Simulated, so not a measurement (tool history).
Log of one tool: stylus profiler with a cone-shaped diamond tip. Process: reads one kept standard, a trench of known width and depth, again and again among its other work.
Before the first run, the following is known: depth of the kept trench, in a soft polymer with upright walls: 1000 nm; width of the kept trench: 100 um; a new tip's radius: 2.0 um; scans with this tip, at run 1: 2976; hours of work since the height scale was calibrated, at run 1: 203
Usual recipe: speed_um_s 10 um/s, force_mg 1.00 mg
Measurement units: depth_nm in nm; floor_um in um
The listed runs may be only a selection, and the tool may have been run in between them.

run,hour,speed_um_s,force_mg,scans with this tip,hours of work since the height scale was calibrated,depth_nm,floor_um
1,0.0,10,1.00,2976,203,1006.64,96.12
2,14.9,10,1.00,3082,210,1006.38,96.02
3,24.0,10,1.00,3147,215,1006.26,96.09
4,37.9,10,1.00,3247,221,1006.49,95.98
5,48.8,10,1.00,3325,227,1006.39,96.07
6,67.2,10,1.00,3456,236,1006.90,96.05
7,75.9,10,1.00,3518,240,1006.55,96.03
8,93.8,10,1.00,3647,249,1006.28,96.03
9,111.9,10,1.02,3776,258,1006.53,95.96
10,123.9,10,1.02,3862,263,1006.51,96.00
11,136.2,10,1.00,3950,269,1006.31,95.97
12,146.0,10,1.00,4020,274,1006.76,96.00
13,155.0,10,0.48,4084,279,1004.59,95.92
14,166.0,10,1.00,4163,284,1006.43,96.01
15,182.6,10,0.40,4281,292,1003.89,95.99
16,191.1,20,1.00,4342,296,1006.80,95.95
17,200.5,20,1.00,4409,301,1006.39,95.93
18,219.2,20,1.00,4543,310,1006.60,95.87
19,228.0,20,1.00,4606,314,1006.57,95.88
20,238.7,20,1.00,4683,319,1006.71,95.91
21,255.1,20,1.00,4800,327,1006.94,95.83
22,272.9,20,1.00,4927,336,1007.17,95.86
23,281.9,20,1.00,4991,340,1006.73,95.85
24,299.1,20,1.00,5114,349,1006.56,95.85
# hour 300.4: height scale calibrated on a step standard
25,312.5,4,0.39,5206,6,1004.48,95.88
26,323.8,10,0.78,5287,11,1006.67,95.86
27,340.1,4,1.91,5404,19,1010.01,95.94
28,349.1,17,0.34,5468,24,1003.69,95.78
29,357.3,12,1.00,5526,28,1007.26,95.87
30,371.8,11,0.85,5630,35,1006.45,95.82
# hour 379.2: height scale calibrated on a step standard, once more
31,382.5,17,0.98,5703,2,1005.53,95.80
32,400.7,2,1.76,5833,10,1008.48,95.85
33,415.1,33,1.00,5937,18,1005.46,95.68
34,429.3,16,1.60,6038,24,1007.50,95.75
35,447.8,7,0.38,6171,34,1002.79,95.78

What differs in the tool's unlogged condition from the final listed run ahead of each entry between runs to the first listed run following it?
Runs 24 to 25: height scale calibrated on a step standard (hour 300.4)
  radius of the tip, um: 2.58 -> 2.59; height scale over the true one, %: 0.088 -> 0.128
  measured result minus the result with no hidden state, depth_nm: +0.89 -> +1.29 nm; floor_um: -0.61 -> -0.62 um
Runs 30 to 31: height scale calibrated on a step standard, once more (hour 379.2)
  radius of the tip, um: 2.63 -> 2.64; height scale over the true one, %: 0.136 -> -0.037
  measured result minus the result with no hidden state, depth_nm: +1.37 -> -0.37 nm; floor_um: -0.66 -> -0.67 um
